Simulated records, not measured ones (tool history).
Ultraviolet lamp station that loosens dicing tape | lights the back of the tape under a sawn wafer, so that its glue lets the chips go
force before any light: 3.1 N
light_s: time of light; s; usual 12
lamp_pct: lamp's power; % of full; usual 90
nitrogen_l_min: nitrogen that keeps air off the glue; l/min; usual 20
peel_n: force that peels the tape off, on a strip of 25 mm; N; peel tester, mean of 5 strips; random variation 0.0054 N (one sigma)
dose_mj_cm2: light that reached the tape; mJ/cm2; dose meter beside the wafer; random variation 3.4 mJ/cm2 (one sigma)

run	hour	light_s	lamp_pct	nitrogen_l_min	peel_n	dose_mj_cm2
1	0.0	12	90	20	0.104	556
2	39.4	12	90	20	0.105	550
3	84.0	12	90	20	0.099	555
4	126.8	12	90	20	0.108	552
5	158.9	12	94	20	0.101	579
6	189.2	12	90	20	0.100	553
7	230.8	12	90	20	0.099	554
8	278.7	12	90	20	0.113	548
9	316.9	12	90	20	0.108	548
10	351.0	9	90	20	0.181	418
11	395.0	9	69	20	0.322	315
12	442.0	12	90	20	0.107	553
13	471.9	14	90	20	0.084	642
14	519.8	14	90	20	0.100	647
15	551.4	12	90	20	0.117	553
16	598.9	12	90	20	0.100	550
17	635.6	12	90	20	0.095	547
18	659.6	12	90	20	0.114	556
19	697.7	12	90	20	0.109	554
20	744.9	12	90	20	0.108	552
21	782.8	12	90	20	0.103	555
22	828.9	12	90	20	0.099	553
23	853.5	12	82	11	0.154	504
24	897.3	8	60	26	0.464	244
25	936.6	6	78	18	0.549	239
26	976.3	10	63	37	0.259	325
27	1000.7	12	90	6	0.177	551
28	1036.0	12	90	6	0.182	548
29	1084.8	7	89	20	0.307	319
30	1132.4	15	90	20	0.081	683
31	1154.0	12	90	10	0.147	552
32	1199.7	10	91	36	0.116	464
33	1222.2	12	89	27	0.096	543
34	1246.2	12	89	27	0.098	543
35	1287.5	12	89	27	0.105	544
36	1331.9	11	84	40	0.116	475
37	1374.7	10	91	12	0.178	469
38	1406.6	7	95	32	0.226	338
39	1428.3	7	95	32	0.224	338
40	1460.4	7	95	32	0.223	336
41	1502.1	15	75	32	0.096	577
42	1545.2	15	66	32	0.102	511
43	1578.7	12	97	20	0.102	600

Taken out of this log: 2 entries between the listed runs. Where each belongs, and how the hidden state differs across it:
Between runs 13 and 14: window cleaned of glue's vapour (hour 499.3)
  light that the window lets through, % of a clean one's: 99.8 -> 100
Between runs 32 and 33: window cleaned of glue's vapour (hour 1208.8)
  light that the window lets through, % of a clean one's: 99.8 -> 100

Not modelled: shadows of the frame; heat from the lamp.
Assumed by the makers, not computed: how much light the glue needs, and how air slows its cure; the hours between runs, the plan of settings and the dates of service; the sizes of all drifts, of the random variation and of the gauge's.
